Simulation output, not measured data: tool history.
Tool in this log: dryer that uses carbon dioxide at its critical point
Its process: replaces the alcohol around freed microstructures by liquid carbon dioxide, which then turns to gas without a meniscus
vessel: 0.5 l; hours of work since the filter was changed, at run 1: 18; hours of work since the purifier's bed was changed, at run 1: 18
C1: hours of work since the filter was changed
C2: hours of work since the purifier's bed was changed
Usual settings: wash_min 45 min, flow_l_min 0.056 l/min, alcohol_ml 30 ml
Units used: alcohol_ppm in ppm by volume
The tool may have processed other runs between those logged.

{"run": 1, "day": 0.0, "wash_min": 45, "flow_l_min": 0.056, "alcohol_ml": 30, "C1": 18, "C2": 18, "alcohol_ppm": 466}
{"run": 2, "day": 1.942, "wash_min": 45, "flow_l_min": 0.056, "alcohol_ml": 30, "C1": 34, "C2": 34, "alcohol_ppm": 515}
{"run": 3, "day": 4.088, "wash_min": 45, "flow_l_min": 0.056, "alcohol_ml": 30, "C1": 51, "C2": 51, "alcohol_ppm": 560}
{"run": 4, "day": 6.712, "wash_min": 42, "flow_l_min": 0.056, "alcohol_ml": 30, "C1": 73, "C2": 73, "alcohol_ppm": 803}
{"run": 5, "day": 8.242, "wash_min": 45, "flow_l_min": 0.056, "alcohol_ml": 30, "C1": 86, "C2": 86, "alcohol_ppm": 631}
{"run": 6, "day": 10.654, "wash_min": 45, "flow_l_min": 0.056, "alcohol_ml": 99, "C1": 106, "C2": 106, "alcohol_ppm": 2128}
{"run": 7, "day": 12.017, "wash_min": 45, "flow_l_min": 0.056, "alcohol_ml": 30, "C1": 117, "C2": 117, "alcohol_ppm": 696}
{"run": 8, "day": 14.325, "wash_min": 35, "flow_l_min": 0.056, "alcohol_ml": 30, "C1": 136, "C2": 136, "alcohol_ppm": 1949}
{"run": 9, "day": 15.562, "wash_min": 45, "flow_l_min": 0.0659, "alcohol_ml": 30, "C1": 146, "C2": 146, "alcohol_ppm": 375}
{"run": 10, "day": 17.208, "wash_min": 65, "flow_l_min": 0.056, "alcohol_ml": 30, "C1": 160, "C2": 160, "alcohol_ppm": 150}
{"day": 18.271, "done": "inlet filter changed"}
{"run": 11, "day": 19.996, "wash_min": 65, "flow_l_min": 0.056, "alcohol_ml": 30, "C1": 14, "C2": 183, "alcohol_ppm": 100}
{"run": 12, "day": 21.408, "wash_min": 45, "flow_l_min": 0.036, "alcohol_ml": 30, "C1": 26, "C2": 195, "alcohol_ppm": 3007}
{"run": 13, "day": 24.008, "wash_min": 27, "flow_l_min": 0.056, "alcohol_ml": 30, "C1": 48, "C2": 216, "alcohol_ppm": 3538}
{"run": 14, "day": 26.1, "wash_min": 27, "flow_l_min": 0.056, "alcohol_ml": 30, "C1": 65, "C2": 233, "alcohol_ppm": 3710}
{"run": 15, "day": 27.771, "wash_min": 27, "flow_l_min": 0.056, "alcohol_ml": 30, "C1": 79, "C2": 247, "alcohol_ppm": 3894}
{"run": 16, "day": 29.754, "wash_min": 45, "flow_l_min": 0.056, "alcohol_ml": 30, "C1": 95, "C2": 264, "alcohol_ppm": 706}
{"run": 17, "day": 32.162, "wash_min": 45, "flow_l_min": 0.056, "alcohol_ml": 30, "C1": 115, "C2": 284, "alcohol_ppm": 747}
{"run": 18, "day": 33.842, "wash_min": 45, "flow_l_min": 0.056, "alcohol_ml": 30, "C1": 129, "C2": 298, "alcohol_ppm": 808}
{"run": 19, "day": 34.958, "wash_min": 45, "flow_l_min": 0.056, "alcohol_ml": 30, "C1": 138, "C2": 307, "alcohol_ppm": 822}
{"run": 20, "day": 36.925, "wash_min": 45, "flow_l_min": 0.056, "alcohol_ml": 30, "C1": 155, "C2": 323, "alcohol_ppm": 872}
{"day": 38.796, "done": "inlet filter changed"}
{"run": 21, "day": 38.904, "wash_min": 45, "flow_l_min": 0.056, "alcohol_ml": 30, "C1": 1, "C2": 339, "alcohol_ppm": 503}
{"run": 22, "day": 41.638, "wash_min": 45, "flow_l_min": 0.056, "alcohol_ml": 30, "C1": 24, "C2": 362, "alcohol_ppm": 543}
{"run": 23, "day": 43.667, "wash_min": 45, "flow_l_min": 0.056, "alcohol_ml": 30, "C1": 40, "C2": 379, "alcohol_ppm": 592}
{"run": 24, "day": 44.808, "wash_min": 45, "flow_l_min": 0.056, "alcohol_ml": 30, "C1": 50, "C2": 388, "alcohol_ppm": 630}
{"run": 25, "day": 46.029, "wash_min": 45, "flow_l_min": 0.056, "alcohol_ml": 30, "C1": 60, "C2": 398, "alcohol_ppm": 625}
{"run": 26, "day": 48.429, "wash_min": 41, "flow_l_min": 0.0483, "alcohol_ml": 40, "C1": 80, "C2": 418, "alcohol_ppm": 2296}
{"run": 27, "day": 51.171, "wash_min": 72, "flow_l_min": 0.0678, "alcohol_ml": 74, "C1": 103, "C2": 441, "alcohol_ppm": 114}
{"run": 28, "day": 53.638, "wash_min": 72, "flow_l_min": 0.0678, "alcohol_ml": 74, "C1": 123, "C2": 461, "alcohol_ppm": 124}
{"run": 29, "day": 55.462, "wash_min": 32, "flow_l_min": 0.0383, "alcohol_ml": 55, "C1": 138, "C2": 476, "alcohol_ppm": 13681}
{"run": 30, "day": 57.896, "wash_min": 45, "flow_l_min": 0.0395, "alcohol_ml": 30, "C1": 158, "C2": 497, "alcohol_ppm": 3085}
{"day": 59.312, "done": "inlet filter changed"}
{"run": 31, "day": 60.054, "wash_min": 45, "flow_l_min": 0.06, "alcohol_ml": 49, "C1": 6, "C2": 514, "alcohol_ppm": 625}
{"run": 32, "day": 62.433, "wash_min": 55, "flow_l_min": 0.0353, "alcohol_ml": 103, "C1": 26, "C2": 534, "alcohol_ppm": 5706}
{"run": 33, "day": 64.767, "wash_min": 42, "flow_l_min": 0.0536, "alcohol_ml": 35, "C1": 45, "C2": 553, "alcohol_ppm": 1161}
{"run": 34, "day": 66.121, "wash_min": 42, "flow_l_min": 0.0536, "alcohol_ml": 35, "C1": 56, "C2": 564, "alcohol_ppm": 1178}
{"run": 35, "day": 67.638, "wash_min": 30, "flow_l_min": 0.0536, "alcohol_ml": 53, "C1": 69, "C2": 577, "alcohol_ppm": 5551}
{"run": 36, "day": 68.879, "wash_min": 45, "flow_l_min": 0.0465, "alcohol_ml": 31, "C1": 79, "C2": 587, "alcohol_ppm": 1523}
{"run": 37, "day": 71.0, "wash_min": 46, "flow_l_min": 0.0462, "alcohol_ml": 23, "C1": 97, "C2": 605, "alcohol_ppm": 1187}
{"run": 38, "day": 73.071, "wash_min": 46, "flow_l_min": 0.0462, "alcohol_ml": 23, "C1": 114, "C2": 622, "alcohol_ppm": 1242}
{"run": 39, "day": 74.967, "wash_min": 46, "flow_l_min": 0.0462, "alcohol_ml": 23, "C1": 130, "C2": 638, "alcohol_ppm": 1311}
{"run": 40, "day": 77.0, "wash_min": 46, "flow_l_min": 0.0462, "alcohol_ml": 23, "C1": 147, "C2": 655, "alcohol_ppm": 1413}
{"day": 79.75, "done": "inlet filter changed"}
{"run": 41, "day": 79.783, "wash_min": 36, "flow_l_min": 0.0923, "alcohol_ml": 31, "C1": 0, "C2": 677, "alcohol_ppm": 219}
{"run": 42, "day": 81.242, "wash_min": 36, "flow_l_min": 0.0547, "alcohol_ml": 31, "C1": 12, "C2": 689, "alcohol_ppm": 1497}
{"run": 43, "day": 82.65, "wash_min": 45, "flow_l_min": 0.0752, "alcohol_ml": 108, "C1": 24, "C2": 701, "alcohol_ppm": 451}
{"run": 44, "day": 84.475, "wash_min": 45, "flow_l_min": 0.0752, "alcohol_ml": 108, "C1": 39, "C2": 716, "alcohol_ppm": 479}
{"run": 45, "day": 85.592, "wash_min": 45, "flow_l_min": 0.0913, "alcohol_ml": 30, "C1": 48, "C2": 725, "alcohol_ppm": 178}
{"run": 46, "day": 87.088, "wash_min": 42, "flow_l_min": 0.0908, "alcohol_ml": 112, "C1": 61, "C2": 738, "alcohol_ppm": 302}
{"run": 47, "day": 89.35, "wash_min": 43, "flow_l_min": 0.0908, "alcohol_ml": 76, "C1": 80, "C2": 757, "alcohol_ppm": 248}
{"run": 48, "day": 91.292, "wash_min": 72, "flow_l_min": 0.0413, "alcohol_ml": 42, "C1": 96, "C2": 773, "alcohol_ppm": 595}

Selected run-to-run steps in alcohol_ppm, each split into two signed amounts: the part the tool would show with no hidden state at all (from settings, incoming material and random variation), and the remainder, which goes to the hidden state together with any gauge scatter not common to the measured and the hidden-state-free results:
Hidden state present: flow that reaches the vessel past the clogged filter, %; alcohol in the recycled carbon dioxide, ppm; drift of the gauge itself on alcohol_ppm, %.
Run 28 -> 29: wash_min 72 -> 32, flow_l_min 0.0678 -> 0.0383, alcohol_ml 74 -> 55. alcohol_ppm +13557 ppm by volume: hidden state +3133, all else +10424.
Run 29 -> 30: wash_min 32 -> 45, flow_l_min 0.0383 -> 0.0395, alcohol_ml 55 -> 30. alcohol_ppm -10596 ppm by volume: hidden state -2086, all else -8510.
Run 30 -> 31: flow_l_min 0.0395 -> 0.06, alcohol_ml 30 -> 49, inlet filter changed. alcohol_ppm -2460 ppm by volume: hidden state -1017, all else -1443.
Run 31 -> 32: wash_min 45 -> 55, flow_l_min 0.06 -> 0.0353, alcohol_ml 49 -> 103. alcohol_ppm +5081 ppm by volume: hidden state +532, all else +4549.

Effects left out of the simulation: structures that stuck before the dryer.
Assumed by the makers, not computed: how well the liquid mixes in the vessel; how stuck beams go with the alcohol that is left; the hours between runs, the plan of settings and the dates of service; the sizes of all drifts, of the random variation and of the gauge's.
